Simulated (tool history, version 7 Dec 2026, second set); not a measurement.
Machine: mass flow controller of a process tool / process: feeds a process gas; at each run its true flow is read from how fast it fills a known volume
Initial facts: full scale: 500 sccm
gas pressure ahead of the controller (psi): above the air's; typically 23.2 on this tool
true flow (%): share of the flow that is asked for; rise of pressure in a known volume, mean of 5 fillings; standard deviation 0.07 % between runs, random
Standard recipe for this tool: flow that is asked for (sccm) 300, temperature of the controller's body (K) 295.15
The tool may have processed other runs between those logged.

run,day,flow that is asked for (sccm),gas pressure ahead of the controller (psi),temperature of the controller's body (K),true flow (%)
1,0,300,23.2,295.15,100.48
2,16.754,59,23.2,295.15,102.54
3,34.733,116,23.2,295.15,100.97
4,44.146,300,23.2,295.15,100.86
# day 46.05: controller's zero set anew
5,54.725,359,23.2,295.15,101.23
6,66.046,359,23.2,295.15,101.31
# day 78.15: controller's zero set anew, once more
7,81.7,359,23.2,295.15,100.28
8,94.329,114,40,301.15,99.51
9,111.492,114,40,301.15,99.54
10,131.167,114,40,301.15,99.91

Branching from run 10: 5 alternative next runs. What would each branch give?
A,151.629,242,23.2,310.15,?
B,151.629,300,21.8,295.15,?
C,151.629,126,35.8,297.15,?
D,151.629,114,40,300.15,?
E,151.629,300,22.3,295.15,?

run,true flow (%)
A,99.48
B,100.41
C,100.12
D,100.06
E,100.19
Take away the tool's hidden state, keep each run's random variation, and the runs would have read:
run,true flow (%)
A,98.06
B,99.04
C,98.46
D,98.36
E,98.82

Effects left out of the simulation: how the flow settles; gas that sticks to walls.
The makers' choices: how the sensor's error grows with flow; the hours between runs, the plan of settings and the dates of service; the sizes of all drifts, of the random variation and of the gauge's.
